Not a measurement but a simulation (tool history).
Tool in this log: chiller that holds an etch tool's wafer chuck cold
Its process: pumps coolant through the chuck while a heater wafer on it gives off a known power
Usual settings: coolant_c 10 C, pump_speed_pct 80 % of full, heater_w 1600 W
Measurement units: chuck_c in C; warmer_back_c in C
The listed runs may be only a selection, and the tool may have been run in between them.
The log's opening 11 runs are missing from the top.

run    hour  coolant_c  pump_speed_pct  heater_w  hours since the coolant was changed and the channels were flushed  hours since the pump was overhauled  hours since the chiller's thermometer was calibrated  chuck_c  warmer_back_c
 12   659.8         20              80      1600                                                               3167                                 3299                                                   718       39           6.67
 13   737.8         20              80      1600                                                               3244                                 3377                                                   796     39.2           6.67
 14   792.8         20              97      1600                                                               3300                                 3432                                                   851     35.9           5.45
 15   846.4         10              80       855                                                               3353                                 3486                                                   905     20.2           3.61
 16     916         10              80       855                                                               3423                                 3556                                                   975       20           3.58
 17   975.6         10              80       855                                                               3482                                 3615                                                  1034     20.2           3.62
 18  1025.7         10              80      2385                                                               3532                                 3665                                                  1084     38.2           9.95
 19  1081.3         10              80      2385                                                               3588                                 3721                                                  1140     38.2            9.9
 20    1137          1              80      1314                                                               3644                                 3777                                                  1196     16.7           5.52
 21  1191.5          1              80      1314                                                               3698                                 3831                                                  1250     16.4            5.5
 22  1274.9         10              66      1314                                                               3782                                 3914                                                  1333     28.4           6.73
 23  1356.6         10              66      1314                                                               3863                                 3996                                                  1415     28.5           6.76
 24  1428.3         10              66      1314                                                               3935                                 4068                                                  1487     28.4           6.84
 25    1477         10              94      1042                                                               3984                                 4116                                                  1535     20.7           3.77
 26    1542         10              94      1042                                                               4049                                 4182                                                  1601     20.7           3.73
     1597.2  -- coolant changed, channels flushed
 27  1624.4          5              70      1398                                                                 27                                 4258                                                  1677     23.5           6.88
 28  1699.5          4              93      2055                                                                102                                 4333                                                  1752     25.3           7.43
 29  1775.3          7              80      1128                                                                178                                 4409                                                  1828     20.1           4.86
 30  1837.6          7              80      2160                                                                240                                 4471                                                  1890     32.5           9.17
 31  1925.6          4              62      2388                                                                328                                 4559                                                  1978     39.6          13.16

Alternative continuations, all from the tool just after run 31; predict every row:
  A  2008.8          4              96      2388                                                                412                                 4642                                                  2061        ?              ?
  B  2008.8         12              85       814                                                                412                                 4642                                                  2061        ?              ?
  C  2008.8         15              80       952                                                                412                                 4642                                                  2061        ?              ?
  D  2008.8         10              89      1600                                                                412                                 4642                                                  2061        ?              ?
  E  2008.8         11              77       964                                                                412                                 4642                                                  2061        ?              ?

run  chuck_c  warmer_back_c
  A       28           8.35
  B       21           3.42
  C     26.4           4.12
  D     27.2           6.12
  E     22.6           4.35
Without the tool's hidden state the same runs would have given:
run  chuck_c  warmer_back_c
  A       28           8.12
  B       21           3.19
  C     26.4           3.89
  D     27.2           5.89
  E     22.6           4.13
